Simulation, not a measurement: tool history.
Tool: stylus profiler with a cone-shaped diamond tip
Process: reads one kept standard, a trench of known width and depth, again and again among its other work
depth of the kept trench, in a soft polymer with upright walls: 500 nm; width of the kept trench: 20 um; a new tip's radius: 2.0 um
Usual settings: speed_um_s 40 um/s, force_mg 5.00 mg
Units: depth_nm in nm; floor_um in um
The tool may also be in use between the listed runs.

Run 1, day 0.000: usual settings. Result: depth_nm 509.56 nm, floor_um 17.20 um.
Run 2, day 1.300: usual settings. Result: depth_nm 509.56 nm, floor_um 17.14 um.
Run 3, day 2.088: usual settings. Result: depth_nm 509.64 nm, floor_um 17.19 um.
Run 4, day 3.138: usual settings. Result: depth_nm 509.53 nm, floor_um 17.14 um.
Run 5, day 3.954: usual settings. Result: depth_nm 509.66 nm, floor_um 17.15 um.
Run 6, day 4.879: usual settings. Result: depth_nm 509.55 nm, floor_um 17.23 um.
Run 7, day 5.646: usual settings. Result: depth_nm 509.47 nm, floor_um 17.22 um.
Run 8, day 6.338: usual settings but force_mg 4.65 mg. Result: depth_nm 509.21 nm, floor_um 17.18 um.
Run 9, day 7.438: usual settings but speed_um_s 21 um/s, force_mg 4.65 mg. Result: depth_nm 508.99 nm, floor_um 17.27 um.
Run 10, day 8.342: usual settings but speed_um_s 21 um/s, force_mg 4.65 mg. Result: depth_nm 509.12 nm, floor_um 17.28 um.
Run 11, day 9.838: usual settings but speed_um_s 27 um/s. Result: depth_nm 509.58 nm, floor_um 17.28 um.
Run 12, day 10.521: usual settings but speed_um_s 30 um/s, force_mg 3.36 mg. Result: depth_nm 507.30 nm, floor_um 17.18 um.
Run 13, day 11.692: usual settings but speed_um_s 66 um/s, force_mg 6.39 mg. Result: depth_nm 511.38 nm, floor_um 17.10 um.
Run 14, day 13.217: usual settings but speed_um_s 29 um/s, force_mg 8.79 mg. Result: depth_nm 513.79 nm, floor_um 17.24 um.
Run 15, day 14.662: usual settings but speed_um_s 38 um/s, force_mg 12.55 mg. Result: depth_nm 517.71 nm, floor_um 17.28 um.
Run 16, day 16.142: usual settings but speed_um_s 25 um/s, force_mg 2.25 mg. Result: depth_nm 505.60 nm, floor_um 17.17 um.
Run 17, day 17.638: usual settings but force_mg 2.10 mg. Result: depth_nm 505.35 nm, floor_um 17.11 um.

The next listed run, before its measurement:
Run 18, day 18.271: usual settings but force_mg 2.10 mg. Result: depth_nm ?, floor_um ?.

depth_nm: 505.23 nm
floor_um: 17.12 um
Without the tool's hidden state the same run would have given depth_nm 505.23 nm, floor_um 17.12 um.
